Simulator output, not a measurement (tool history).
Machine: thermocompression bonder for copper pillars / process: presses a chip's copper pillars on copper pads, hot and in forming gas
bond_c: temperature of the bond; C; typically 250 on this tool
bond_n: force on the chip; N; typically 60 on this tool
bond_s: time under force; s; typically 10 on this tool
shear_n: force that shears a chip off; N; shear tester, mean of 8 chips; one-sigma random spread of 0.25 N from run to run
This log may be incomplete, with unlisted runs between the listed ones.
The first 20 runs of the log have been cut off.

run,hour,bond_c,bond_n,bond_s,shear_n
21,580,250,60,15,106.9
22,598.4,250,60,15,106.8
23,638.3,250,60,15,106.9
24,669.1,263,45,10,95.6
25,706.8,233,74,10,94.1
26,727,233,40,22,88.4
27,749.2,233,40,22,87.8
28,789.4,233,40,22,88.1
29,809.6,233,40,22,88.3
30,838.9,269,38,10,92.6
31,863.2,269,38,10,92.8
32,902.5,269,49,13,106.3
# hour 905.9: forming gas filter changed
33,936.3,255,71,5,94.3
34,971.5,255,71,5,94.3
35,1006.9,255,38,24,105.3
36,1036.8,255,38,24,104.8
37,1070.4,255,38,24,104.9
38,1088.7,223,72,10,87.7
39,1109,250,66,16,112.2
40,1147.4,250,66,16,111.8

4 ways to go on from here, each from the tool as it stands after run 40. What would each give?
A,1175.3,247,38,6,?
B,1175.3,264,50,13,?
C,1175.3,278,62,17,?
D,1175.3,239,60,10,?

run,shear_n
A,67.9
B,106.7
C,121.6
D,91.8
With no hidden state in the tool, these same runs would have given:
run,shear_n
A,65
B,105.1
C,121.9
D,89.1
